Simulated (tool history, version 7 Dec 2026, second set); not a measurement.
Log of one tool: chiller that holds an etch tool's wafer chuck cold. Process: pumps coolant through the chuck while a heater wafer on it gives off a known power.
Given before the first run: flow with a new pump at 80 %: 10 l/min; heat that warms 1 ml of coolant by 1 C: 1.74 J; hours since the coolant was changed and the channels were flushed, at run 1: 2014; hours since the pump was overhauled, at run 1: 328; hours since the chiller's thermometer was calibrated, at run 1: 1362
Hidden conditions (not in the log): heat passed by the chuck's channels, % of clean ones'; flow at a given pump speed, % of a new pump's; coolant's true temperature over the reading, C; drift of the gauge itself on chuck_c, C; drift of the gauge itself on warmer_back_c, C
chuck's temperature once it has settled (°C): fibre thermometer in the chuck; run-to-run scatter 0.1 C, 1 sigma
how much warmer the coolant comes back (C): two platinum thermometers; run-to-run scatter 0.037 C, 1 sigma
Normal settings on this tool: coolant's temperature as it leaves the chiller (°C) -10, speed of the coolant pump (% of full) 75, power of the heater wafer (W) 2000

run	hour	coolant's temperature as it leaves the chiller (°C)	speed of the coolant pump (% of full)	power of the heater wafer (W)	hours since the coolant was changed and the channels were flushed	hours since the pump was overhauled	hours since the chiller's thermometer was calibrated	chuck's temperature once it has settled (°C)	how much warmer the coolant comes back (C)
1	0.0	-10	75	2000	2014	328	1362	8.4	7.45
2	53.8	-18	75	2000	2068	382	1416	0.5	7.43
3	115.8	-10	75	2000	2130	444	1478	8.6	7.40
4	181.6	-10	75	2000	2196	510	1544	8.6	7.38
5	222.9	-10	75	2000	2237	551	1585	8.6	7.45
6	294.3	-10	75	1085	2308	623	1657	0.4	4.04
7	328.0	-10	65	2000	2342	657	1690	10.8	8.66
8	360.8	-10	65	2000	2375	689	1723	10.7	8.71
9	406.8	-10	65	2000	2421	735	1769	10.9	8.70
10	458.8	-10	65	2000	2473	787	1821	10.8	8.67
11	493.0	-10	65	2000	2507	821	1855	10.9	8.67
12	563.5	-10	75	2000	2578	892	1926	8.9	7.50
13	630.8	-10	75	2000	2645	959	1993	8.8	7.53
14	696.4	-10	75	2000	2710	1025	2059	9.0	7.56
15	766.2	-10	75	2000	2780	1095	2128	9.2	7.52
16	838.9	-10	75	2059	2853	1167	2201	9.9	7.71
17	881.7	-10	69	1766	2896	1210	2244	8.0	7.26
18	936.3	-10	69	1090	2950	1265	2299	1.2	4.50
19	973.8	-9	74	1514	2988	1302	2336	5.7	5.74
20	1046.1	-9	74	1514	3060	1375	2408	5.9	5.82
21	1108.3	-9	73	2601	3122	1437	2471	16.8	10.07
22	1163.5	-10	63	2000	3178	1492	2526	12.1	9.18
23	1240.8	-10	63	2000	3255	1569	2603	11.9	9.14
24	1276.1	-10	63	2000	3290	1605	2638	12.0	9.16
25	1310.8	-10	63	2000	3325	1639	2673	12.0	9.11
26	1362.1	-13	100	2000	3376	1691	2724	3.2	5.50

Below are 3 alternative next runs, each starting from the tool's condition after run 26. Predict each:
A	1423.5	-18	75	1414	3437	1752	2786	?	?
B	1423.5	-10	94	2708	3437	1752	2786	?	?
C	1423.5	-4	80	1684	3437	1752	2786	?	?

run	chuck's temperature once it has settled (°C)	how much warmer the coolant comes back (C)
A	-4.0	5.33
B	12.9	7.97
C	12.1	5.95
Stripped of hidden state, with their random variation kept, the same runs would have yielded:
run	chuck's temperature once it has settled (°C)	how much warmer the coolant comes back (C)
A	-5.8	5.19
B	10.0	7.77
C	10.0	5.80

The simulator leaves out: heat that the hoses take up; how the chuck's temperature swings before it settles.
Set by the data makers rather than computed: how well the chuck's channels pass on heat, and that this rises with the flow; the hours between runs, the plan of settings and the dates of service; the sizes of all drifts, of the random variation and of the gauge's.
